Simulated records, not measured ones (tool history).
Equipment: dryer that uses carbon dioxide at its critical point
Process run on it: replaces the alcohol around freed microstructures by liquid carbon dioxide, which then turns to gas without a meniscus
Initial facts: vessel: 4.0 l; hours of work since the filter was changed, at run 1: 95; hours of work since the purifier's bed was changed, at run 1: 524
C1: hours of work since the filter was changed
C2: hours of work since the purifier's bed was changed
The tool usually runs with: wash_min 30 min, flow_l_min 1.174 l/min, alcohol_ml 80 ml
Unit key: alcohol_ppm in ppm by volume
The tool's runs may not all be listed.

{"run": 1, "hour": 0.0, "wash_min": 30, "flow_l_min": 1.174, "alcohol_ml": 80, "C1": 95, "C2": 524, "alcohol_ppm": 132}
{"run": 2, "hour": 33.4, "wash_min": 30, "flow_l_min": 1.36, "alcohol_ml": 80, "C1": 120, "C2": 550, "alcohol_ppm": 123}
{"hour": 71.7, "done": "purifier's bed changed"}
{"run": 3, "hour": 75.1, "wash_min": 30, "flow_l_min": 1.3, "alcohol_ml": 80, "C1": 149, "C2": 3, "alcohol_ppm": 13}
{"run": 4, "hour": 95.7, "wash_min": 29, "flow_l_min": 1.174, "alcohol_ml": 80, "C1": 165, "C2": 18, "alcohol_ppm": 39}
{"run": 5, "hour": 133.8, "wash_min": 29, "flow_l_min": 1.174, "alcohol_ml": 80, "C1": 194, "C2": 47, "alcohol_ppm": 48}
{"run": 6, "hour": 175.8, "wash_min": 29, "flow_l_min": 1.174, "alcohol_ml": 80, "C1": 226, "C2": 79, "alcohol_ppm": 51}
{"run": 7, "hour": 211.9, "wash_min": 29, "flow_l_min": 1.174, "alcohol_ml": 80, "C1": 254, "C2": 107, "alcohol_ppm": 57}
{"run": 8, "hour": 233.8, "wash_min": 29, "flow_l_min": 1.174, "alcohol_ml": 80, "C1": 270, "C2": 123, "alcohol_ppm": 60}
{"run": 9, "hour": 273.4, "wash_min": 29, "flow_l_min": 1.174, "alcohol_ml": 80, "C1": 300, "C2": 153, "alcohol_ppm": 68}
{"hour": 286.0, "done": "inlet filter changed"}
{"run": 10, "hour": 316.6, "wash_min": 36, "flow_l_min": 1.18, "alcohol_ml": 33, "C1": 23, "C2": 186, "alcohol_ppm": 52}
{"run": 11, "hour": 342.9, "wash_min": 36, "flow_l_min": 1.18, "alcohol_ml": 33, "C1": 43, "C2": 206, "alcohol_ppm": 54}
{"run": 12, "hour": 375.6, "wash_min": 36, "flow_l_min": 1.18, "alcohol_ml": 33, "C1": 68, "C2": 230, "alcohol_ppm": 63}
{"run": 13, "hour": 416.0, "wash_min": 36, "flow_l_min": 1.18, "alcohol_ml": 33, "C1": 99, "C2": 261, "alcohol_ppm": 52}
{"run": 14, "hour": 434.8, "wash_min": 44, "flow_l_min": 1.14, "alcohol_ml": 33, "C1": 113, "C2": 275, "alcohol_ppm": 64}
{"run": 15, "hour": 460.1, "wash_min": 44, "flow_l_min": 1.14, "alcohol_ml": 33, "C1": 132, "C2": 295, "alcohol_ppm": 65}
{"run": 16, "hour": 494.2, "wash_min": 30, "flow_l_min": 1.13, "alcohol_ml": 77, "C1": 158, "C2": 321, "alcohol_ppm": 102}
{"run": 17, "hour": 531.2, "wash_min": 30, "flow_l_min": 1.13, "alcohol_ml": 77, "C1": 187, "C2": 349, "alcohol_ppm": 110}
{"run": 18, "hour": 560.2, "wash_min": 21, "flow_l_min": 1.174, "alcohol_ml": 31, "C1": 209, "C2": 371, "alcohol_ppm": 149}

Predict each of these 5 candidate next runs independently; none follows another, all start after run 18:
{"run": "A", "hour": 579.1, "wash_min": 24, "flow_l_min": 1.174, "alcohol_ml": 44, "C1": 223, "C2": 385, "alcohol_ppm": "?"}
{"run": "B", "hour": 579.1, "wash_min": 21, "flow_l_min": 1.05, "alcohol_ml": 57, "C1": 223, "C2": 385, "alcohol_ppm": "?"}
{"run": "C", "hour": 579.1, "wash_min": 31, "flow_l_min": 1.174, "alcohol_ml": 31, "C1": 223, "C2": 385, "alcohol_ppm": "?"}
{"run": "D", "hour": 579.1, "wash_min": 22, "flow_l_min": 0.97, "alcohol_ml": 80, "C1": 223, "C2": 385, "alcohol_ppm": "?"}
{"run": "E", "hour": 579.1, "wash_min": 36, "flow_l_min": 1.66, "alcohol_ml": 31, "C1": 223, "C2": 385, "alcohol_ppm": "?"}

run=A alcohol_ppm=141
run=B alcohol_ppm=288
run=C alcohol_ppm=107
run=D alcohol_ppm=406
run=E alcohol_ppm=98
What these runs would have given with no unlogged condition in the tool:
run=A alcohol_ppm=41
run=B alcohol_ppm=155
run=C alcohol_ppm=16
run=D alcohol_ppm=248
run=E alcohol_ppm=9
